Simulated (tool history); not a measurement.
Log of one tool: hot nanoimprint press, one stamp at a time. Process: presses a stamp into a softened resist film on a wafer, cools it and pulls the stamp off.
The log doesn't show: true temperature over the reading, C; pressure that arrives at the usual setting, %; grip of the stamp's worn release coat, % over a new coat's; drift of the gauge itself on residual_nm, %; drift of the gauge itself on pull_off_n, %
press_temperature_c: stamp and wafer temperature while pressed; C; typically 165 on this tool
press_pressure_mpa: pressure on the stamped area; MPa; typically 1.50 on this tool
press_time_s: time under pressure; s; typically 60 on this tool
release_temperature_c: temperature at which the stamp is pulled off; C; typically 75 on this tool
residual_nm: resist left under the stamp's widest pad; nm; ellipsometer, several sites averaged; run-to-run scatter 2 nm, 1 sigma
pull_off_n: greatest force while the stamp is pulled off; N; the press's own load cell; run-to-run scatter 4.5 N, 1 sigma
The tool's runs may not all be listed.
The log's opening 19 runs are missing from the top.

run,hour,press_temperature_c,press_pressure_mpa,press_time_s,release_temperature_c,hours of work since the thermocouple was calibrated,imprints on the stamp's release coat,hours of work since the press's seals were changed,residual_nm,pull_off_n
20,787.5,165,1.50,32,75,103,1981,147,390.8,320
21,839.5,163,1.89,38,81,125,2074,170,380.9,271
22,877.8,163,1.89,38,81,142,2142,186,379.9,275
23,933.2,163,1.89,38,81,165,2241,210,371.2,290
24,969.2,163,1.89,38,81,181,2306,226,374.7,282
25,997.0,163,1.89,38,81,193,2355,238,372.3,292
# hour 1040.6: stamp cleaned and given a new release coat
26,1044.7,165,1.50,60,75,211,7,256,300.2,214
27,1101.4,165,1.50,60,75,235,108,280,301.8,223
28,1131.6,165,1.60,39,82,248,162,293,343.8,178
29,1177.9,160,1.50,53,75,268,245,313,417.9,226
30,1214.9,158,1.76,43,75,284,311,329,471.2,228

Consider 4 possible next runs. They are alternatives, not a sequence: every one starts from the tool as it was left by run 30. What does each give?
A,1255.0,158,1.76,57,75,302,383,346,?,?
B,1255.0,166,1.50,82,75,302,383,346,?,?
C,1255.0,154,1.42,38,75,302,383,346,?,?
D,1255.0,161,1.50,60,75,302,383,346,?,?

run,residual_nm,pull_off_n
A,432.7,232
B,244.3,228
C,587.1,233
D,376.1,235
Had the tool no hidden state, the same runs would have come out as:
run,residual_nm,pull_off_n
A,460.8,219
B,264.5,216
C,606.6,221
D,403.2,223

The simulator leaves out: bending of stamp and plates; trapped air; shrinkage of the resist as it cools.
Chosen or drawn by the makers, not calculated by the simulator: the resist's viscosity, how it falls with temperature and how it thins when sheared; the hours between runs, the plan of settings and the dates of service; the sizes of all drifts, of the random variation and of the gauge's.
